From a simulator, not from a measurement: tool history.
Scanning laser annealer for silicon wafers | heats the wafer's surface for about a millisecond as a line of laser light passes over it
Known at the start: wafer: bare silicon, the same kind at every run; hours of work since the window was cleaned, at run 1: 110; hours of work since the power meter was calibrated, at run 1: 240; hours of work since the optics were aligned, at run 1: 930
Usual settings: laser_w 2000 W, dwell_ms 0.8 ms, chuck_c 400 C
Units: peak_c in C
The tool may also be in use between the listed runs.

run,day,laser_w,dwell_ms,chuck_c,hours of work since the window was cleaned,hours of work since the power meter was calibrated,hours of work since the optics were aligned,peak_c
1,0,2000,0.8,400,110,240,930,1220
2,1.396,2000,0.8,400,127,256,947,1217
3,2.021,2000,0.8,400,134,263,954,1215
4,3.021,2000,0.8,400,146,275,966,1216
5,4.396,1772,0.8,400,162,291,982,1118
6,5.025,2000,0.56,400,170,299,990,1062
7,6.404,2000,0.71,400,186,315,1006,1162
8,7.146,2000,0.71,400,195,324,1015,1161
9,8.512,2000,0.71,400,211,340,1031,1157
10,9.608,2000,0.71,400,224,353,1044,1159
11,10.658,2000,0.71,400,236,365,1056,1159
12,11.258,2000,0.71,400,243,372,1063,1157
13,12.621,2000,0.8,426,259,388,1079,1240
14,13.604,2000,0.8,426,271,400,1091,1238
15,14.288,2000,0.8,390,279,408,1099,1204
16,15.354,2000,0.8,400,291,420,1111,1211
17,16.467,2000,0.8,400,304,434,1125,1211
18,17.533,2000,0.935,400,317,446,1137,1290
19,18.842,2000,0.935,400,332,462,1153,1289
20,19.825,2000,0.646,400,344,473,1164,1110
21,21.246,2000,0.646,400,361,490,1181,1113
22,22.292,2000,0.646,400,373,502,1193,1111
23,23.088,2000,0.646,400,382,512,1203,1111
24,23.912,2077,0.935,380,392,521,1212,1304
25,25.304,2077,0.935,380,409,538,1229,1303
26,26.008,2000,0.755,400,417,546,1237,1180
# day 26.704: window over the wafer cleaned
27,26.808,1815,0.763,430,1,555,1245,1150
28,28.083,1798,0.99,424,16,570,1260,1257
29,28.762,1798,0.99,424,24,578,1269,1256
30,29.642,1798,0.99,424,35,588,1279,1254
31,30.917,1827,0.8,400,50,603,1294,1148
32,32.038,1828,0.758,400,63,616,1307,1119
33,32.967,1980,0.747,375,74,627,1318,1155
34,33.854,1867,0.8,363,84,638,1328,1122
35,34.879,1890,0.953,373,96,650,1341,1233
36,35.904,1890,0.985,431,108,662,1353,1304
37,36.817,1787,0.8,411,119,672,1363,1139
38,37.55,1916,0.9,400,128,681,1372,1240
39,38.254,2108,0.8,423,136,689,1380,1289
40,39.646,1931,0.6,430,153,706,1397,1092

The same runs without the tool's hidden state, with the same run-to-run variation:
The hidden state here: light that passes the window, % of a clean one's; laser's true power over the reading, %; width of the line over the set one, %; drift of the gauge itself on peak_c, C.
run,peak_c
1,1239
2,1236
3,1234
4,1236
5,1136
6,1079
7,1182
8,1181
9,1178
10,1181
11,1181
12,1179
13,1265
14,1263
15,1229
16,1236
17,1237
18,1319
19,1319
20,1134
21,1138
22,1136
23,1137
24,1337
25,1337
26,1209
27,1162
28,1272
29,1270
30,1269
31,1162
32,1133
33,1171
34,1138
35,1251
36,1323
37,1155
38,1259
39,1309
40,1108
